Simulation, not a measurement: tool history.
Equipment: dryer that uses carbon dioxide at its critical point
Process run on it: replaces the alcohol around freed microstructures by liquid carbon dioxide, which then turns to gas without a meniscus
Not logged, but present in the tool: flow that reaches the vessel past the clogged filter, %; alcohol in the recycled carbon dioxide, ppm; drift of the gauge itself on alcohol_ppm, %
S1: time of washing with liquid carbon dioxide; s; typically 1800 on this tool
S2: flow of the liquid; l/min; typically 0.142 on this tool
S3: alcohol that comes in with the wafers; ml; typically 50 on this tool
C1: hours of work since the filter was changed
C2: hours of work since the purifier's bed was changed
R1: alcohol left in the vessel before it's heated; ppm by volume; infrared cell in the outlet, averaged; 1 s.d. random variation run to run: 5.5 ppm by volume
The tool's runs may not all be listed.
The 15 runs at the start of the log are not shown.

run 16 day=7.129 | S1=1800 S2=0.142 S3=50 | C1=464 C2=328 | R1=615
run 17 day=7.562 | S1=1800 S2=0.142 S3=50 | C1=471 C2=335 | R1=608
-- day=7.917 inlet filter changed
run 18 day=8.188 | S1=1800 S2=0.142 S3=50 | C1=4 C2=345 | R1=309
run 19 day=8.812 | S1=1800 S2=0.142 S3=50 | C1=15 C2=355 | R1=310
run 20 day=9.288 | S1=1800 S2=0.142 S3=50 | C1=23 C2=363 | R1=327
run 21 day=9.833 | S1=1800 S2=0.142 S3=49 | C1=32 C2=372 | R1=322
run 22 day=10.45 | S1=1800 S2=0.142 S3=49 | C1=42 C2=382 | R1=343
run 23 day=11.112 | S1=1920 S2=0.142 S3=49 | C1=53 C2=393 | R1=291
run 24 day=11.654 | S1=1920 S2=0.142 S3=49 | C1=62 C2=402 | R1=283
run 25 day=12.062 | S1=2640 S2=0.204 S3=50 | C1=69 C2=409 | R1=178
run 26 day=12.458 | S1=1560 S2=0.228 S3=105 | C1=75 C2=416 | R1=221
run 27 day=12.921 | S1=1260 S2=0.165 S3=105 | C1=83 C2=423 | R1=1487
run 28 day=13.467 | S1=1260 S2=0.165 S3=105 | C1=92 C2=432 | R1=1518
run 29 day=14.175 | S1=1440 S2=0.137 S3=50 | C1=104 C2=444 | R1=1028
run 30 day=14.517 | S1=2580 S2=0.193 S3=98 | C1=109 C2=450 | R1=187
run 31 day=14.954 | S1=2580 S2=0.088 S3=46 | C1=117 C2=457 | R1=552
run 32 day=15.688 | S1=2580 S2=0.088 S3=46 | C1=129 C2=469 | R1=577
run 33 day=16.4 | S1=2280 S2=0.122 S3=46 | C1=141 C2=481 | R1=318
run 34 day=17.012 | S1=2100 S2=0.142 S3=21 | C1=151 C2=491 | R1=264
run 35 day=17.529 | S1=2160 S2=0.142 S3=22 | C1=160 C2=500 | R1=258
run 36 day=17.854 | S1=2160 S2=0.142 S3=22 | C1=165 C2=505 | R1=242
run 37 day=18.538 | S1=2220 S2=0.142 S3=23 | C1=176 C2=517 | R1=257
run 38 day=19.146 | S1=2100 S2=0.107 S3=56 | C1=186 C2=527 | R1=779
run 39 day=19.533 | S1=2100 S2=0.107 S3=56 | C1=193 C2=533 | R1=750
run 40 day=19.983 | S1=2100 S2=0.107 S3=56 | C1=200 C2=541 | R1=804

What will run 41 give?
run 41 day=20.646 | S1=2100 S2=0.131 S3=56 | C1=211 C2=552 | R1=?

R1: 397 ppm by volume
If the tool had no hidden condition, the same run with the same run-to-run variation would have returned R1 103 ppm by volume.
